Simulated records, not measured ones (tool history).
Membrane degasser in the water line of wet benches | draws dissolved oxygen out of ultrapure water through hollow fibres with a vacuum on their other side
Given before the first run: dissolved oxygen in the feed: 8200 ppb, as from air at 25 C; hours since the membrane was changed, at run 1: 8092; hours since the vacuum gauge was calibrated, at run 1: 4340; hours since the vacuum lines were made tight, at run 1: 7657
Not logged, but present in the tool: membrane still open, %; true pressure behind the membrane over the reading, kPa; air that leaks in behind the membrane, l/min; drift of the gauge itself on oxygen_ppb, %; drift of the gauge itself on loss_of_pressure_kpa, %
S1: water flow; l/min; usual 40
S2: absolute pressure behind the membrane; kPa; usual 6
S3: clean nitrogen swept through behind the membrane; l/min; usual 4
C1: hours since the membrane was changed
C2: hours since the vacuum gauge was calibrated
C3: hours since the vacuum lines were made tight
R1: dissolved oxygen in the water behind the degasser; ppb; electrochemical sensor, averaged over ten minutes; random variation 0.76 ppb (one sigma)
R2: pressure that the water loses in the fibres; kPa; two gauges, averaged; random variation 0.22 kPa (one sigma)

Run 1, hour 0: usual settings; C1 8092; C2 4340; C3 7657. Result: R1 76.3 ppb, R2 56.98 kPa.
Run 2, hour 162: usual settings; C1 8254; C2 4502; C3 7819. Result: R1 77.1 ppb, R2 56.84 kPa.
Run 3, hour 410.2: usual settings; C1 8502; C2 4751; C3 8068. Result: R1 77.1 ppb, R2 57.28 kPa.
Run 4, hour 549.9: usual settings but S1 25 l/min; C1 8642; C2 4890; C3 8207. Result: R1 47 ppb, R2 35.59 kPa.
At hour 622.4: vacuum gauge calibrated.
At hour 780: seals of the vacuum lines changed.
Run 5, hour 832.3: usual settings but S1 25 l/min; C1 8922; C2 208; C3 52. Result: R1 47.5 ppb, R2 35.86 kPa.
Run 6, hour 994.3: usual settings but S1 25 l/min; C1 9083; C2 370; C3 214. Result: R1 47.7 ppb, R2 36.28 kPa.
Run 7, hour 1207.8: usual settings but S1 25 l/min; C1 9297; C2 583; C3 428. Result: R1 49.2 ppb, R2 35.78 kPa.
Run 8, hour 1340.6: usual settings but S1 25 l/min; C1 9430; C2 716; C3 561. Result: R1 49.8 ppb, R2 36.05 kPa.
Run 9, hour 1521.3: usual settings but S1 25 l/min; C1 9610; C2 897; C3 741. Result: R1 47.6 ppb, R2 35.8 kPa.
Run 10, hour 1701.2: usual settings but S1 25 l/min; C1 9790; C2 1077; C3 921. Result: R1 49.6 ppb, R2 36.17 kPa.
At hour 1884.6: vacuum gauge calibrated, once more.
Run 11, hour 1887.4: usual settings; C1 9976; C2 3; C3 1107. Result: R1 73.5 ppb, R2 57.98 kPa.
Run 12, hour 2060.3: usual settings but S2 14.52 kPa; C1 10149; C2 176; C3 1280. Result: R1 270 ppb, R2 57.85 kPa.
Run 13, hour 2268.6: usual settings but S2 14.52 kPa; C1 10357; C2 384; C3 1488. Result: R1 265.2 ppb, R2 57.74 kPa.
Run 14, hour 2471: usual settings but S2 14.52 kPa; C1 10560; C2 586; C3 1691. Result: R1 269.3 ppb, R2 58.19 kPa.
Run 15, hour 2716.8: usual settings; C1 10806; C2 832; C3 1936. Result: R1 74.8 ppb, R2 58.32 kPa.
Run 16, hour 2946.6: usual settings but S2 12.53 kPa, S3 2 l/min; C1 11035; C2 1062; C3 2166. Result: R1 407.6 ppb, R2 58.63 kPa.
Run 17, hour 3095.5: usual settings but S2 14.04 kPa; C1 11184; C2 1211; C3 2315. Result: R1 259.6 ppb, R2 58.73 kPa.
Run 18, hour 3325.5: usual settings but S2 14.04 kPa; C1 11414; C2 1441; C3 2545. Result: R1 255.3 ppb, R2 58.33 kPa.
Run 19, hour 3559.4: usual settings but S2 14.04 kPa; C1 11648; C2 1675; C3 2779. Result: R1 258.2 ppb, R2 58.89 kPa.
Run 20, hour 3716.1: usual settings but S1 38 l/min, S2 6.55 kPa; C1 11805; C2 1832; C3 2936. Result: R1 83.7 ppb, R2 55.6 kPa.
Run 21, hour 3975.5: usual settings but S1 38 l/min, S2 11.57 kPa; C1 12064; C2 2091; C3 3195. Result: R1 195.9 ppb, R2 56.23 kPa.
Run 22, hour 4106.7: usual settings but S1 48 l/min, S2 4.77 kPa, S3 7.34 l/min; C1 12195; C2 2222; C3 3326. Result: R1 40.6 ppb, R2 71.13 kPa.
Run 23, hour 4367.1: usual settings but S1 48 l/min, S2 4.77 kPa, S3 6.92 l/min; C1 12456; C2 2482; C3 3587. Result: R1 43 ppb, R2 71.16 kPa.
Run 24, hour 4611.9: usual settings but S1 30 l/min, S2 6.01 kPa, S3 4.44 l/min; C1 12701; C2 2727; C3 3831. Result: R1 51.6 ppb, R2 44.2 kPa.
Run 25, hour 4745.8: usual settings but S1 34 l/min, S2 5.28 kPa, S3 1.75 l/min; C1 12834; C2 2861; C3 3965. Result: R1 101.4 ppb, R2 50.21 kPa.
Run 26, hour 4922.2: usual settings but S1 37 l/min, S3 5.62 l/min; C1 13011; C2 3038; C3 4142. Result: R1 53.4 ppb, R2 55.01 kPa.
Run 27, hour 5098.8: usual settings but S1 55 l/min, S2 10.16 kPa, S3 3.48 l/min; C1 13188; C2 3214; C3 4318. Result: R1 269.2 ppb, R2 82.41 kPa.
Run 28, hour 5215.6: usual settings but S1 48 l/min, S2 3.91 kPa, S3 3.48 l/min; C1 13304; C2 3331; C3 4435. Result: R1 43.9 ppb, R2 71.74 kPa.
Run 29, hour 5490.4: usual settings but S1 36 l/min; C1 13579; C2 3606; C3 4710. Result: R1 70.4 ppb, R2 54.13 kPa.

Each run again, without the hidden state but with its own random variation kept:
run     R1     R2
  1   68.9  53.23
  2   69.4  53.04
  3     69  53.34
  4   42.6   33.1
  5   42.7  33.27
  6   42.6  33.63
  7   43.9  33.08
  8   44.4  33.31
  9   42.2  33.01
 10   43.8  33.31
 11   70.2  53.31
 12  266.2   53.1
 13  261.2  52.87
 14  264.8   53.2
 15     70  53.19
 16  401.3  53.37
 17    254   53.4
 18  249.4  52.94
 19  251.8  53.33
 20   77.9  50.27
 21  189.3  50.74
 22   31.5   64.1
 23   33.1  63.98
 24   47.1  39.65
 25   91.8  44.98
 26   46.8  49.22
 27    252  73.64
 28   29.9  64.04
 29   62.2  48.21
